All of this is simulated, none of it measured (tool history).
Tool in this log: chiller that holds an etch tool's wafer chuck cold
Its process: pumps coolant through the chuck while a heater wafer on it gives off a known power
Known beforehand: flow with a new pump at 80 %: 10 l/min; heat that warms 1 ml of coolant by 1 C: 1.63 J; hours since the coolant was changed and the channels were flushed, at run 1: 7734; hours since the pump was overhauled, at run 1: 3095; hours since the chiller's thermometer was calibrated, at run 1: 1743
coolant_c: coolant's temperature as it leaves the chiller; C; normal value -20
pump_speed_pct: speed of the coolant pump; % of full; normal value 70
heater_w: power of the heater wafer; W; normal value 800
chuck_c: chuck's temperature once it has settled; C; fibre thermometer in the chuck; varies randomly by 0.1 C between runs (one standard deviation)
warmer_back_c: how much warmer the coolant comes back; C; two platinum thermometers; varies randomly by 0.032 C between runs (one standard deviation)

run,hour,coolant_c,pump_speed_pct,heater_w,hours since the coolant was changed and the channels were flushed,hours since the pump was overhauled,hours since the chiller's thermometer was calibrated,chuck_c,warmer_back_c
1,0,-20,70,800,7734,3095,1743,-13.5,3.32
2,69.9,-20,70,800,7804,3165,1813,-13.8,3.33
3,192.3,-20,70,800,7926,3287,1935,-13.6,3.32
4,300.4,-29,70,800,8034,3395,2043,-22.6,3.33
5,382.6,-29,70,800,8116,3478,2126,-22.6,3.41
6,442.8,-29,70,800,8177,3538,2186,-22.6,3.35
7,502.8,-29,70,800,8237,3598,2246,-22.6,3.33
8,561.4,-29,70,800,8295,3656,2304,-22.6,3.34
9,702.9,-29,70,800,8437,3798,2446,-22.7,3.32
10,818.7,-29,70,800,8552,3914,2562,-22.7,3.39
11,944.6,-29,70,800,8678,4040,2688,-22.6,3.37
12,1049.5,-29,70,800,8783,4145,2792,-22.6,3.38
13,1187.5,-29,70,800,8921,4282,2930,-22.4,3.38
14,1262.9,-20,70,800,8997,4358,3006,-13.8,3.4
15,1356.9,-20,70,800,9091,4452,3100,-13.8,3.35
16,1476.7,-20,70,800,9210,4572,3220,-13.6,3.36
# hour 1547.4: chiller's thermometer calibrated
17,1594.7,-13,90,800,9328,4689,47,-7.7,2.64
18,1728.1,-25,85,445,9461,4822,181,-22.1,1.55
19,1800.5,-24,64,1136,9533,4894,253,-14.3,5.18
20,1928.2,-24,64,1136,9661,5022,381,-14.3,5.18
21,2011.2,-24,64,1136,9744,5105,464,-14.2,5.21
22,2092,-20,79,800,9825,5186,545,-14.3,2.93
23,2234.5,-22,67,978,9967,5328,687,-14.1,4.33
24,2341.3,-22,67,978,10074,5435,794,-13.9,4.3
25,2451.8,-22,67,978,10185,5546,904,-14,4.3
26,2525.3,-14,86,429,10258,5619,978,-11,1.52
27,2631.5,-14,86,429,10364,5725,1084,-11.2,1.44
# hour 2646.5: coolant changed, channels flushed
28,2698.2,-11,80,429,52,5786,1145,-7.9,1.57
29,2786.6,-26,76,498,140,5875,1233,-22.4,1.92
30,2914.5,-26,76,498,268,6002,1361,-22.3,1.91
31,3057.2,-18,73,1148,411,6145,1504,-9.2,4.57
32,3134.8,-16,62,515,488,6223,1581,-11.4,2.42

How the hidden state differs across the entries between the runs, from the last listed run before each to the first after it:
In the gap between runs 16 and 17: chiller's thermometer calibrated (hour 1547.4)
  heat passed by the chuck's channels, % of clean ones': 99.6 -> 99.5; coolant's true temperature over the reading, C: 0.01 -> 0
In the gap between runs 27 and 28: coolant changed, channels flushed (hour 2646.5)
  heat passed by the chuck's channels, % of clean ones': 99.5 -> 100

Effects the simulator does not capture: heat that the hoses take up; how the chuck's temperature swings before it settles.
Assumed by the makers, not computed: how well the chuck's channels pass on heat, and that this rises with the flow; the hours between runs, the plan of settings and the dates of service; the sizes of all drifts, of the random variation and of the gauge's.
